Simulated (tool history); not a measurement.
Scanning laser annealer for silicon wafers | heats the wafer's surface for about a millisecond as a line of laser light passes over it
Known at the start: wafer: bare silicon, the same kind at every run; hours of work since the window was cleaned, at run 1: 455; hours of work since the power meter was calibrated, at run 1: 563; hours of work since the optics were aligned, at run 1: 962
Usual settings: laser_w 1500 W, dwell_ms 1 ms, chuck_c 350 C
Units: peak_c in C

run,hour,laser_w,dwell_ms,chuck_c,hours of work since the window was cleaned,hours of work since the power meter was calibrated,hours of work since the optics were aligned,peak_c
1,0,1500,1,350,455,563,962,1152
2,33.7,1500,1,350,475,583,982,1147
3,105.2,1500,1,343,517,625,1024,1138
4,166.8,1500,1,343,554,661,1061,1137
5,240,1500,1,327,597,705,1104,1115
6,314.8,1500,1,327,641,749,1148,1112
7,364.8,1500,1,327,671,779,1178,1112
8,425.1,1610,1,350,707,815,1214,1215
9,481.1,1610,1,350,740,848,1247,1215
# hour 513.2: window over the wafer cleaned
10,535.5,1610,1,350,13,879,1278,1244
11,582.7,1385,1,350,41,907,1306,1080
12,645.6,1385,1,350,79,944,1343,1078
13,685.8,1360,1,350,102,968,1367,1058
14,721.5,1360,1,350,124,989,1388,1056
15,797.8,1360,1,350,169,1035,1434,1057
16,853.6,1500,1.02,350,202,1068,1467,1165
17,926.9,1500,1.02,350,245,1111,1510,1160
18,991.3,1500,1.02,350,284,1149,1548,1159
19,1056.7,1500,0.94,350,322,1188,1587,1118
20,1106,1500,0.94,350,352,1217,1617,1118
21,1183.4,1500,0.77,350,397,1263,1662,1034
22,1221.7,1500,0.77,350,420,1286,1685,1034
23,1258.8,1403,1.02,379,442,1308,1707,1112
24,1308.5,1500,1,326,472,1337,1737,1116
25,1390,1500,1,326,520,1386,1785,1115
26,1437.7,1500,0.84,375,548,1414,1813,1085
# hour 1457.9: optics aligned, line set to its width
27,1485.1,1595,0.99,378,573,1439,16,1253
28,1554,1595,0.99,378,614,1480,57,1246
29,1603.6,1500,1.24,321,644,1509,86,1230
30,1674,1500,1.01,311,686,1551,128,1117
31,1724.1,1331,1.01,311,715,1581,158,996
32,1771.7,1331,1.01,311,743,1609,186,998
# hour 1793.7: window over the wafer cleaned
33,1828.2,1500,1,345,20,1641,218,1177
34,1899.4,1520,1,320,63,1684,261,1166
35,1934.1,1517,1.04,345,83,1704,281,1204
36,2003.8,1517,1.04,345,125,1746,323,1199
37,2055.1,1517,1.04,345,155,1776,353,1195
38,2102.4,1517,1.04,345,183,1804,381,1194
39,2163.4,1500,0.73,350,219,1840,417,1037
40,2221.6,1565,0.95,350,254,1875,452,1190
41,2264.1,1564,1.21,356,279,1900,477,1318

The same runs without the tool's hidden state, with the same run-to-run variation:
The hidden state here: light that passes the window, % of a clean one's; laser's true power over the reading, %; width of the line over the set one, %; drift of the gauge itself on peak_c, C.
run,peak_c
1,1189
2,1185
3,1178
4,1179
5,1160
6,1158
7,1160
8,1270
9,1273
10,1267
11,1101
12,1101
13,1081
14,1081
15,1084
16,1197
17,1195
18,1197
19,1156
20,1157
21,1071
22,1072
23,1154
24,1164
25,1165
26,1132
27,1281
28,1277
29,1264
30,1150
31,1026
32,1029
33,1182
34,1174
35,1214
36,1212
37,1209
38,1210
39,1051
40,1210
41,1343

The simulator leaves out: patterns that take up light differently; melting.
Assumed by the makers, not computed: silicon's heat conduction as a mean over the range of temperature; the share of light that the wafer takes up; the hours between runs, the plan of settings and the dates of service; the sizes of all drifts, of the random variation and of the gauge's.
